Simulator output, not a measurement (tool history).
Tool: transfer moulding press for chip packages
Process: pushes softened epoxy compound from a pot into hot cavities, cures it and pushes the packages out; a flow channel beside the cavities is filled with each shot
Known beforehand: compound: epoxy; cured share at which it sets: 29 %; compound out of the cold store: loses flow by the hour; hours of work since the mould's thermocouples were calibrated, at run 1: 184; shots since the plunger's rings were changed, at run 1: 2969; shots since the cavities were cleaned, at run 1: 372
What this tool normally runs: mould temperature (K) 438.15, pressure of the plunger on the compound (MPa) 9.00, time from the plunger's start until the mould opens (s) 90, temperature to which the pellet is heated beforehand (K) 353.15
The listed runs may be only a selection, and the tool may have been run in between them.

| run | hour | mould temperature (K) | pressure of the plunger on the compound (MPa) | time from the plunger's start until the mould opens (s) | temperature to which the pellet is heated beforehand (K) | hours of work since the mould's thermocouples were calibrated | shots since the plunger's rings were changed | shots since the cavities were cleaned | incoming compound's hours out of the cold store | length that the compound runs in the flow channel (mm) | greatest force on the pins that push the packages out (N) |
|---|---|---|---|---|---|---|---|---|---|---|---|
| 1 | 0.0 | 438.15 | 9.00 | 90 | 353.15 | 184 | 2969 | 372 | 15.5 | 716 | 712 |
| 2 | 5.1 | 438.15 | 9.00 | 90 | 353.15 | 188 | 3036 | 439 | 18.9 | 706 | 747 |
| 3 | 10.8 | 438.15 | 9.00 | 90 | 353.15 | 192 | 3112 | 515 | 37.1 | 632 | 728 |
|  | 18.3 | cavities cleaned with cleaning compound and waxed |
| 4 | 18.3 | 439.15 | 9.00 | 90 | 353.15 | 196 | 3192 | 0 | 40.5 | 615 | 727 |
| 5 | 27.0 | 439.15 | 9.00 | 90 | 353.15 | 202 | 3308 | 116 | 41.2 | 615 | 768 |
| 6 | 31.6 | 439.15 | 9.00 | 90 | 353.15 | 206 | 3368 | 176 | 10.9 | 718 | 832 |
| 7 | 41.6 | 439.15 | 9.00 | 90 | 353.15 | 213 | 3502 | 310 | 31.7 | 647 | 783 |
| 8 | 46.5 | 439.15 | 9.00 | 90 | 353.15 | 217 | 3566 | 374 | 17.1 | 698 | 833 |
| 9 | 55.0 | 438.15 | 9.00 | 86 | 353.15 | 223 | 3679 | 487 | 13.2 | 714 | 960 |
| 10 | 62.8 | 438.15 | 9.00 | 86 | 353.15 | 229 | 3783 | 591 | 28.9 | 660 | 907 |
|  | 65.0 | cavities cleaned with cleaning compound and waxed |
| 11 | 74.6 | 438.15 | 9.00 | 86 | 353.15 | 236 | 3920 | 127 | 47.6 | 590 | 636 |
|  | 79.0 | cavities cleaned with cleaning compound and waxed, once more |
|  | 83.6 | plunger's sealing rings changed |
| 12 | 88.4 | 438.15 | 9.00 | 86 | 353.15 | 244 | 65 | 92 | 47.7 | 639 | 663 |
| 13 | 95.7 | 438.15 | 9.00 | 90 | 353.15 | 249 | 161 | 188 | 18.7 | 734 | 638 |
| 14 | 105.2 | 438.15 | 9.00 | 90 | 353.15 | 256 | 288 | 315 | 20.6 | 728 | 706 |
| 15 | 111.6 | 438.15 | 9.00 | 90 | 353.15 | 261 | 373 | 400 | 37.9 | 667 | 654 |
| 16 | 121.0 | 438.15 | 9.00 | 90 | 353.15 | 267 | 497 | 524 | 20.9 | 727 | 720 |
|  | 128.1 | cavities cleaned with cleaning compound and waxed |
| 17 | 131.9 | 438.15 | 9.16 | 120 | 353.15 | 274 | 622 | 50 | 20.8 | 735 | 465 |
| 18 | 136.8 | 438.15 | 9.00 | 77 | 357.15 | 278 | 687 | 115 | 32.8 | 680 | 853 |
| 19 | 142.5 | 446.15 | 9.03 | 90 | 353.15 | 282 | 763 | 191 | 22.0 | 702 | 484 |
| 20 | 148.2 | 442.15 | 7.70 | 104 | 353.15 | 286 | 838 | 266 | 12.8 | 689 | 526 |
| 21 | 154.5 | 443.15 | 9.00 | 77 | 362.15 | 291 | 922 | 350 | 23.4 | 698 | 671 |
| 22 | 161.5 | 446.15 | 6.96 | 90 | 351.15 | 296 | 1016 | 444 | 31.6 | 581 | 556 |
| 23 | 166.6 | 438.15 | 9.00 | 76 | 353.15 | 300 | 1084 | 512 | 30.2 | 680 | 981 |
|  | 174.5 | cavities cleaned with cleaning compound and waxed |
| 24 | 178.1 | 436.15 | 9.00 | 76 | 353.15 | 307 | 1217 | 49 | 46.4 | 636 | 879 |
| 25 | 185.4 | 438.15 | 9.00 | 80 | 353.15 | 313 | 1314 | 146 | 18.0 | 728 | 786 |
| 26 | 191.2 | 432.15 | 9.00 | 80 | 353.15 | 317 | 1390 | 222 | 27.9 | 711 | 1322 |
| 27 | 196.1 | 438.15 | 9.00 | 103 | 358.15 | 320 | 1456 | 288 | 8.8 | 760 | 570 |
| 28 | 206.2 | 438.15 | 9.00 | 103 | 358.15 | 328 | 1590 | 422 | 23.7 | 696 | 595 |

3 ways to go on from here, each from the tool as it stands after run 28. What would each give?
| A | 210.9 | 438.15 | 7.32 | 88 | 353.15 | 331 | 1653 | 485 | 17.2 | ? | ? |
| B | 210.9 | 430.15 | 9.93 | 90 | 351.15 | 331 | 1653 | 485 | 19.1 | ? | ? |
| C | 210.9 | 438.15 | 7.18 | 84 | 358.15 | 331 | 1653 | 485 | 26.9 | ? | ? |

| run | length that the compound runs in the flow channel (mm) | greatest force on the pins that push the packages out (N) |
|---|---|---|
| A | 659 | 762 |
| B | 788 | 1328 |
| C | 618 | 797 |
Without the tool's unlogged condition, the same runs would have read:
| run | length that the compound runs in the flow channel (mm) | greatest force on the pins that push the packages out (N) |
|---|---|---|
| A | 680 | 613 |
| B | 814 | 1073 |
| C | 639 | 642 |
